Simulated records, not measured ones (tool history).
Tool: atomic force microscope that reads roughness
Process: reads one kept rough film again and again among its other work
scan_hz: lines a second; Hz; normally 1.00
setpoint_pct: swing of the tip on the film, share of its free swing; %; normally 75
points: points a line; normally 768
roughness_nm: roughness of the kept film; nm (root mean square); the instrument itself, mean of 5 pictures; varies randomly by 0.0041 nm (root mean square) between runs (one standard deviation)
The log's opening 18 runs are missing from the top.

run	day	scan_hz	setpoint_pct	points	roughness_nm
# day 24.542: new tip fitted
19	24.596	1.00	75	768	1.258
20	25.888	1.00	75	768	1.250
21	27.242	1.00	75	768	1.233
# day 27.367: new tip fitted
22	28.579	1.00	75	768	1.243
# day 30.275: new tip fitted
23	30.275	1.00	75	768	1.267
24	32.029	0.72	71	329	1.276
# day 33.133: new tip fitted
25	33.838	0.72	71	329	1.280
26	35.546	1.98	75	768	1.155
# day 35.962: new tip fitted
27	36.846	0.69	75	768	1.279
28	38.088	0.78	77	303	1.247
# day 38.796: new tip fitted
29	39.746	0.78	70	503	1.281
30	40.538	0.78	70	503	1.272
# day 41.588: new tip fitted
31	42.238	0.78	70	503	1.289
32	43.146	0.78	70	503	1.282
# day 44.375: new tip fitted
33	44.950	0.57	83	299	1.262
34	46.162	0.57	83	299	1.242
# day 47.258: new tip fitted
35	47.267	0.57	83	299	1.270
36	48.517	0.52	75	996	1.284
37	49.625	1.01	81	455	1.197
# day 50.154: new tip fitted
38	50.596	1.01	81	455	1.219
39	51.679	1.01	81	455	1.214
40	52.450	1.01	89	455	1.153
# day 53.038: new tip fitted
41	53.221	3.70	86	475	0.926
42	54.529	1.00	70	470	1.263

Below are 4 alternative next runs, each starting from the tool's condition after run 42. Predict each:
# day 55.833: new tip fitted
A	56.200	2.08	65	768	?
# day 55.833: new tip fitted
B	56.200	2.79	75	534	?
# day 55.833: new tip fitted
C	56.200	0.80	75	768	?
# day 55.833: new tip fitted
D	56.200	0.79	55	286	?

run	roughness_nm
A	1.234
B	1.115
C	1.270
D	1.320
Had the tool no hidden state, the same runs would have come out as:
run	roughness_nm
A	1.247
B	1.128
C	1.284
D	1.334

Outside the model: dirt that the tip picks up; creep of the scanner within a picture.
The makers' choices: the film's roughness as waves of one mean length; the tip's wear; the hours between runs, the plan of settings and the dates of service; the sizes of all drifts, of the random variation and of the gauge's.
